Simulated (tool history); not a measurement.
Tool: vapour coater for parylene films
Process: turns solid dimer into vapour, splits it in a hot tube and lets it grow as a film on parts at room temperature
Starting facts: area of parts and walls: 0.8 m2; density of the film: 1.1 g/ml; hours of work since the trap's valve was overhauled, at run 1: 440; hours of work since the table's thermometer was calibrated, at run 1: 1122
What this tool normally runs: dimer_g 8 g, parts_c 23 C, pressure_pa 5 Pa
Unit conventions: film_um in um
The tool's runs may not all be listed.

| run | hour | dimer_g | parts_c | pressure_pa | hours of work since the trap's valve was overhauled | hours of work since the table's thermometer was calibrated | film_um |
|---|---|---|---|---|---|---|---|
| 1 | 0 | 8 | 23 | 5 | 440 | 1122 | 6.39 |
| 2 | 61.5 | 8 | 21 | 5 | 472 | 1154 | 6.59 |
| 3 | 86.9 | 8 | 21 | 5 | 486 | 1168 | 6.57 |
| 4 | 142.1 | 8 | 17 | 5 | 514 | 1196 | 7.19 |
| 5 | 198.8 | 8 | 17 | 5 | 544 | 1226 | 7.33 |
| 6 | 240.1 | 8 | 17 | 5 | 565 | 1247 | 7.18 |
| 7 | 287.6 | 8 | 17 | 5 | 590 | 1272 | 7.05 |
| 8 | 314 | 8 | 17 | 5 | 603 | 1286 | 7.12 |
|  | 332 | table's thermometer calibrated |
| 9 | 348.8 | 8 | 23 | 5 | 621 | 9 | 6.26 |
| 10 | 380.1 | 8 | 23 | 5 | 637 | 25 | 6.2 |
|  | 388.6 | trap's valve overhauled |
| 11 | 430.5 | 8 | 17 | 5 | 22 | 49 | 8.09 |
| 12 | 469.3 | 8 | 17 | 5 | 42 | 69 | 8.13 |
| 13 | 505.5 | 8 | 17 | 5 | 61 | 88 | 8.19 |
| 14 | 556.3 | 8 | 23 | 5 | 87 | 114 | 7.05 |
| 15 | 610.4 | 8 | 19 | 5 | 115 | 143 | 7.71 |
| 16 | 652.4 | 8 | 19 | 5 | 137 | 164 | 7.5 |
| 17 | 712.1 | 8 | 23 | 5 | 168 | 195 | 6.8 |
| 18 | 741.5 | 8 | 23 | 5 | 183 | 211 | 6.79 |
| 19 | 791.3 | 8 | 23 | 5 | 209 | 236 | 6.88 |
| 20 | 823 | 8 | 23 | 5 | 226 | 253 | 6.79 |
| 21 | 865 | 8 | 23 | 5 | 247 | 275 | 6.77 |
| 22 | 910.7 | 8 | 23 | 5 | 271 | 299 | 6.66 |
| 23 | 961.8 | 8 | 23 | 5 | 298 | 325 | 6.69 |
| 24 | 997.8 | 8 | 23 | 3.78 | 316 | 344 | 6.69 |
| 25 | 1036.9 | 12 | 27 | 7.84 | 337 | 364 | 8.67 |
| 26 | 1097.2 | 12 | 27 | 7.84 | 368 | 395 | 8.62 |
| 27 | 1123.6 | 5 | 25 | 5 | 382 | 409 | 3.85 |
| 28 | 1157.4 | 5 | 25 | 4.94 | 399 | 427 | 3.9 |
| 29 | 1184.2 | 5 | 25 | 4.94 | 413 | 441 | 3.84 |
| 30 | 1217.3 | 5 | 25 | 4.94 | 430 | 458 | 3.82 |
| 31 | 1259.6 | 6 | 17 | 4.62 | 452 | 480 | 5.6 |
| 32 | 1293.8 | 3 | 17 | 4.62 | 470 | 497 | 2.75 |
| 33 | 1341.7 | 8 | 24 | 4 | 495 | 522 | 6.23 |
| 34 | 1395 | 8 | 23 | 2.28 | 523 | 550 | 6.59 |
| 35 | 1448 | 10 | 18 | 7.95 | 550 | 578 | 8.38 |
| 36 | 1496 | 8 | 23 | 2.06 | 575 | 602 | 6.64 |
| 37 | 1530.5 | 8 | 23 | 2.06 | 593 | 620 | 6.51 |
| 38 | 1562.2 | 4 | 17 | 2.06 | 610 | 637 | 3.82 |
|  | 1624 | trap's valve overhauled |
| 39 | 1624.3 | 9 | 19 | 2.19 | 0 | 667 | 9.5 |
| 40 | 1681.6 | 8 | 23 | 3.17 | 30 | 697 | 7.4 |
| 41 | 1728.6 | 6 | 17 | 6.4 | 54 | 721 | 5.99 |
| 42 | 1782.3 | 8 | 31 | 7.28 | 82 | 749 | 5.64 |
| 43 | 1835.6 | 10 | 18 | 8.98 | 110 | 777 | 9.49 |
| 44 | 1886.7 | 11 | 23 | 5 | 136 | 803 | 9.64 |
| 45 | 1924.3 | 11 | 23 | 5 | 156 | 823 | 9.47 |

Some steps in film_um between neighbouring runs. How much of each would the tool show without its hidden state too (settings, what came in, random variation), and how much is left for the hidden state, with any gauge scatter that isn't in both results?
The hidden state here: vapour lost through the trap's worn valve, %; true temperature of the parts over the reading, C; drift of the gauge itself on film_um, %.
Run 10 -> 11: parts_c 23 -> 17, trap's valve overhauled. film_um +1.89 um: hidden state +0.88, all else +1.01.
Run 26 -> 27: dimer_g 12 -> 5, parts_c 27 -> 25, pressure_pa 7.84 -> 5. film_um -4.77 um: hidden state +0.5, all else -5.27.
Run 32 -> 33: dimer_g 3 -> 8, parts_c 17 -> 24, pressure_pa 4.62 -> 4. film_um +3.48 um: hidden state -0.53, all else +4.01.
Run 38 -> 39: dimer_g 4 -> 9, parts_c 17 -> 19, pressure_pa 2.06 -> 2.19, trap's valve overhauled. film_um +5.68 um: hidden state +0.58, all else +5.1.
Run 42 -> 43: dimer_g 8 -> 10, parts_c 31 -> 18, pressure_pa 7.28 -> 8.98. film_um +3.85 um: hidden state -0.17, all else +4.02.

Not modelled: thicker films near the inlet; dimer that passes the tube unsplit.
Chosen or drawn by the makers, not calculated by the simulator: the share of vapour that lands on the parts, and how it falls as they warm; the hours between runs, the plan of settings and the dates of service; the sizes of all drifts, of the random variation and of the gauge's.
